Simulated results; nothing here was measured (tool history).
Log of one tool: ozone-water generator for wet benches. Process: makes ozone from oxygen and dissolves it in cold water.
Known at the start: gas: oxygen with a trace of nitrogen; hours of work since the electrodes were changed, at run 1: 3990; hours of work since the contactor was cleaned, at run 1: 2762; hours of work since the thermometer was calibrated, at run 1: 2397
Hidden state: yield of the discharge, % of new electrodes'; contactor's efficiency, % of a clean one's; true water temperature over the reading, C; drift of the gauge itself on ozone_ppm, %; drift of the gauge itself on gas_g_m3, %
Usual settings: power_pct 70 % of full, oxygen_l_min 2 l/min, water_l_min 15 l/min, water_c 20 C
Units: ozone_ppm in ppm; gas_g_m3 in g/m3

| run | hour | power_pct | oxygen_l_min | water_l_min | water_c | hours of work since the electrodes were changed | hours of work since the contactor was cleaned | hours of work since the thermometer was calibrated | ozone_ppm | gas_g_m3 |
|---|---|---|---|---|---|---|---|---|---|---|
| 1 | 0 | 70 | 2 | 15 | 20 | 3990 | 2762 | 2397 | 10.3 | 132.2 |
| 2 | 65.9 | 70 | 2 | 15 | 20 | 4043 | 2815 | 2451 | 10 | 132.8 |
| 3 | 150.4 | 70 | 2 | 15 | 20 | 4112 | 2884 | 2520 | 10.1 | 131.1 |
| 4 | 263.1 | 70 | 2 | 15 | 20 | 4204 | 2976 | 2612 | 9.8 | 131.8 |
| 5 | 374 | 70 | 2 | 15 | 20 | 4295 | 3066 | 2702 | 10.1 | 129.5 |
|  | 390.1 | water thermometer calibrated |
| 6 | 467.9 | 70 | 2 | 15 | 27 | 4371 | 3143 | 63 | 9.2 | 129.3 |
| 7 | 587.7 | 76 | 2 | 15 | 20 | 4468 | 3240 | 161 | 10.6 | 140.7 |
| 8 | 720.3 | 70 | 2 | 15 | 23 | 4576 | 3348 | 269 | 9.7 | 129.9 |
| 9 | 820.9 | 70 | 2 | 15 | 20 | 4658 | 3430 | 351 | 10 | 129 |
| 10 | 918.1 | 70 | 2 | 15 | 17 | 4738 | 3510 | 430 | 10.2 | 129.7 |
| 11 | 1040.3 | 70 | 2 | 19 | 20 | 4837 | 3609 | 530 | 8 | 128.2 |
| 12 | 1150.3 | 70 | 2 | 12 | 20 | 4927 | 3699 | 620 | 11.8 | 128.3 |
| 13 | 1216.3 | 70 | 1.39 | 15 | 20 | 4981 | 3753 | 673 | 9.5 | 163.4 |
| 14 | 1332.4 | 70 | 2 | 15 | 13 | 5075 | 3847 | 768 | 10.5 | 128.9 |
| 15 | 1407 | 70 | 2 | 21 | 20 | 5136 | 3908 | 829 | 7 | 128.4 |
| 16 | 1524.2 | 70 | 2 | 21 | 20 | 5232 | 4004 | 924 | 7.3 | 126.9 |
| 17 | 1644.7 | 70 | 2 | 15 | 27 | 5330 | 4102 | 1023 | 9 | 128.4 |
| 18 | 1731.2 | 70 | 1.9 | 10 | 22 | 5401 | 4172 | 1093 | 13 | 132 |
| 19 | 1807.5 | 99 | 2 | 15 | 12 | 5463 | 4235 | 1155 | 13.6 | 164.2 |
| 20 | 1934.3 | 71 | 2.01 | 13 | 16 | 5566 | 4338 | 1259 | 11.6 | 127.4 |
|  | 1944.5 | contactor cleaned |
| 21 | 2071.5 | 70 | 1.86 | 15 | 20 | 5675 | 104 | 1367 | 9.4 | 131.3 |
| 22 | 2194.7 | 41 | 1.86 | 15 | 20 | 5775 | 204 | 1468 | 6.1 | 86.9 |
| 23 | 2267.6 | 41 | 1.86 | 15 | 20 | 5835 | 263 | 1527 | 6.3 | 87.6 |
| 24 | 2339.1 | 94 | 2 | 10 | 20 | 5893 | 322 | 1585 | 16.1 | 156.1 |
| 25 | 2460.6 | 94 | 2 | 10 | 20 | 5992 | 421 | 1684 | 16.3 | 156 |
| 26 | 2582.6 | 94 | 2 | 10 | 20 | 6091 | 520 | 1784 | 16.1 | 153.7 |
| 27 | 2674.3 | 92 | 2.07 | 10 | 23 | 6166 | 595 | 1859 | 15.1 | 149.9 |
|  | 2748.5 | contactor cleaned, once more |
| 28 | 2801.2 | 42 | 2 | 13 | 17 | 6266 | 43 | 1959 | 7.9 | 85.4 |
| 29 | 2884.3 | 70 | 1.22 | 15 | 13 | 6334 | 111 | 2027 | 9.6 | 171 |
| 30 | 2986.7 | 70 | 1.22 | 15 | 12 | 6417 | 194 | 2110 | 9.8 | 167.8 |
| 31 | 3115.8 | 72 | 2.39 | 14 | 18 | 6523 | 299 | 2215 | 10.6 | 113.5 |
| 32 | 3178.3 | 72 | 2.39 | 14 | 18 | 6574 | 350 | 2266 | 10.8 | 111.9 |

Hidden state or all else? Some run-to-run changes of ozone_ppm, split into what the settings, what came in and random variation would give without the hidden state, and what is left for the hidden state (with any gauge scatter that isn't in both results):
Run 17 -> 18: oxygen_l_min 2 -> 1.9, water_l_min 15 -> 10, water_c 27 -> 22. ozone_ppm +4 ppm: hidden state -0.7, all else +4.7.
Run 21 -> 22: power_pct 70 -> 41. ozone_ppm -3.3 ppm: hidden state +1.1, all else -4.4.
Run 23 -> 24: power_pct 41 -> 94, oxygen_l_min 1.86 -> 2, water_l_min 15 -> 10. ozone_ppm +9.8 ppm: hidden state -3.2, all else +13.
Run 27 -> 28: power_pct 92 -> 42, oxygen_l_min 2.07 -> 2, water_l_min 10 -> 13, water_c 23 -> 17, contactor cleaned, once more. ozone_ppm -7.2 ppm: hidden state +3.1, all else -10.3.
